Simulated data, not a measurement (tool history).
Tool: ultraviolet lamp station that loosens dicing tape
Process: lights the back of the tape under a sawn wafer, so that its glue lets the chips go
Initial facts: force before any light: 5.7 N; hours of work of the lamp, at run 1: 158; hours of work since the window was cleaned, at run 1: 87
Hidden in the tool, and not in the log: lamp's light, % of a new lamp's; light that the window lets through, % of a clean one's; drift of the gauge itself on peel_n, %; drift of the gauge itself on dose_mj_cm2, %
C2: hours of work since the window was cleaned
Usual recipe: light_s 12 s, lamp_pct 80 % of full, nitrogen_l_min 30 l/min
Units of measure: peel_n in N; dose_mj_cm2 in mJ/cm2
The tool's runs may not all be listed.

{"run": 1, "day": 0.0, "light_s": 12, "lamp_pct": 80, "nitrogen_l_min": 30, "hours of work of the lamp": 158, "C2": 87, "peel_n": 0.517, "dose_mj_cm2": 507}
{"run": 2, "day": 0.358, "light_s": 12, "lamp_pct": 80, "nitrogen_l_min": 30, "hours of work of the lamp": 163, "C2": 91, "peel_n": 0.528, "dose_mj_cm2": 500}
{"run": 3, "day": 0.617, "light_s": 12, "lamp_pct": 80, "nitrogen_l_min": 30, "hours of work of the lamp": 166, "C2": 94, "peel_n": 0.515, "dose_mj_cm2": 503}
{"run": 4, "day": 0.938, "light_s": 12, "lamp_pct": 80, "nitrogen_l_min": 30, "hours of work of the lamp": 170, "C2": 98, "peel_n": 0.519, "dose_mj_cm2": 498}
{"run": 5, "day": 1.308, "light_s": 8, "lamp_pct": 80, "nitrogen_l_min": 30, "hours of work of the lamp": 174, "C2": 103, "peel_n": 1.085, "dose_mj_cm2": 329}
{"run": 6, "day": 1.604, "light_s": 12, "lamp_pct": 80, "nitrogen_l_min": 30, "hours of work of the lamp": 178, "C2": 106, "peel_n": 0.515, "dose_mj_cm2": 497}
{"run": 7, "day": 1.879, "light_s": 12, "lamp_pct": 80, "nitrogen_l_min": 30, "hours of work of the lamp": 181, "C2": 109, "peel_n": 0.515, "dose_mj_cm2": 494}
{"run": 8, "day": 2.2, "light_s": 23, "lamp_pct": 80, "nitrogen_l_min": 30, "hours of work of the lamp": 185, "C2": 113, "peel_n": 0.167, "dose_mj_cm2": 949}
{"run": 9, "day": 2.362, "light_s": 23, "lamp_pct": 80, "nitrogen_l_min": 30, "hours of work of the lamp": 187, "C2": 115, "peel_n": 0.172, "dose_mj_cm2": 961}
{"run": 10, "day": 2.692, "light_s": 12, "lamp_pct": 80, "nitrogen_l_min": 30, "hours of work of the lamp": 191, "C2": 119, "peel_n": 0.535, "dose_mj_cm2": 492}
{"run": 11, "day": 3.058, "light_s": 12, "lamp_pct": 80, "nitrogen_l_min": 30, "hours of work of the lamp": 195, "C2": 124, "peel_n": 0.504, "dose_mj_cm2": 499}
{"run": 12, "day": 3.254, "light_s": 10, "lamp_pct": 70, "nitrogen_l_min": 11, "hours of work of the lamp": 197, "C2": 126, "peel_n": 1.718, "dose_mj_cm2": 363}
{"run": 13, "day": 3.425, "light_s": 10, "lamp_pct": 70, "nitrogen_l_min": 11, "hours of work of the lamp": 199, "C2": 128, "peel_n": 1.735, "dose_mj_cm2": 356}
{"run": 14, "day": 3.629, "light_s": 16, "lamp_pct": 92, "nitrogen_l_min": 54, "hours of work of the lamp": 202, "C2": 130, "peel_n": 0.169, "dose_mj_cm2": 754}
{"run": 15, "day": 3.9, "light_s": 16, "lamp_pct": 92, "nitrogen_l_min": 54, "hours of work of the lamp": 205, "C2": 134, "peel_n": 0.183, "dose_mj_cm2": 746}
{"run": 16, "day": 4.117, "light_s": 16, "lamp_pct": 92, "nitrogen_l_min": 54, "hours of work of the lamp": 208, "C2": 136, "peel_n": 0.174, "dose_mj_cm2": 760}
{"run": 17, "day": 4.35, "light_s": 12, "lamp_pct": 74, "nitrogen_l_min": 30, "hours of work of the lamp": 210, "C2": 139, "peel_n": 0.625, "dose_mj_cm2": 456}
{"run": 18, "day": 4.596, "light_s": 6, "lamp_pct": 78, "nitrogen_l_min": 30, "hours of work of the lamp": 213, "C2": 142, "peel_n": 1.644, "dose_mj_cm2": 243}
{"run": 19, "day": 4.979, "light_s": 20, "lamp_pct": 87, "nitrogen_l_min": 38, "hours of work of the lamp": 218, "C2": 146, "peel_n": 0.171, "dose_mj_cm2": 890}
{"run": 20, "day": 5.292, "light_s": 9, "lamp_pct": 87, "nitrogen_l_min": 39, "hours of work of the lamp": 222, "C2": 150, "peel_n": 0.638, "dose_mj_cm2": 400}
{"run": 21, "day": 5.517, "light_s": 15, "lamp_pct": 64, "nitrogen_l_min": 30, "hours of work of the lamp": 224, "C2": 153, "peel_n": 0.545, "dose_mj_cm2": 488}
{"run": 22, "day": 5.854, "light_s": 9, "lamp_pct": 80, "nitrogen_l_min": 15, "hours of work of the lamp": 228, "C2": 157, "peel_n": 1.452, "dose_mj_cm2": 362}

5 ways to go on from here, each from the tool as it stands after run 22. What would each give?
{"run": "A", "day": 6.104, "light_s": 9, "lamp_pct": 100, "nitrogen_l_min": 15, "hours of work of the lamp": 231, "C2": 160, "peel_n": "?", "dose_mj_cm2": "?"}
{"run": "B", "day": 6.104, "light_s": 12, "lamp_pct": 94, "nitrogen_l_min": 30, "hours of work of the lamp": 231, "C2": 160, "peel_n": "?", "dose_mj_cm2": "?"}
{"run": "C", "day": 6.104, "light_s": 7, "lamp_pct": 96, "nitrogen_l_min": 52, "hours of work of the lamp": 231, "C2": 160, "peel_n": "?", "dose_mj_cm2": "?"}
{"run": "D", "day": 6.104, "light_s": 12, "lamp_pct": 96, "nitrogen_l_min": 30, "hours of work of the lamp": 231, "C2": 160, "peel_n": "?", "dose_mj_cm2": "?"}
{"run": "E", "day": 6.104, "light_s": 13, "lamp_pct": 68, "nitrogen_l_min": 35, "hours of work of the lamp": 231, "C2": 160, "peel_n": "?", "dose_mj_cm2": "?"}

run=A peel_n=1.012 dose_mj_cm2=455
run=B peel_n=0.383 dose_mj_cm2=581
run=C peel_n=0.703 dose_mj_cm2=344
run=D peel_n=0.382 dose_mj_cm2=581
run=E peel_n=0.559 dose_mj_cm2=449
Take away the tool's hidden state, keep each run's random variation, and the runs would have read:
run=A peel_n=0.903 dose_mj_cm2=488
run=B peel_n=0.333 dose_mj_cm2=623
run=C peel_n=0.616 dose_mj_cm2=369
run=D peel_n=0.333 dose_mj_cm2=623
run=E peel_n=0.486 dose_mj_cm2=481
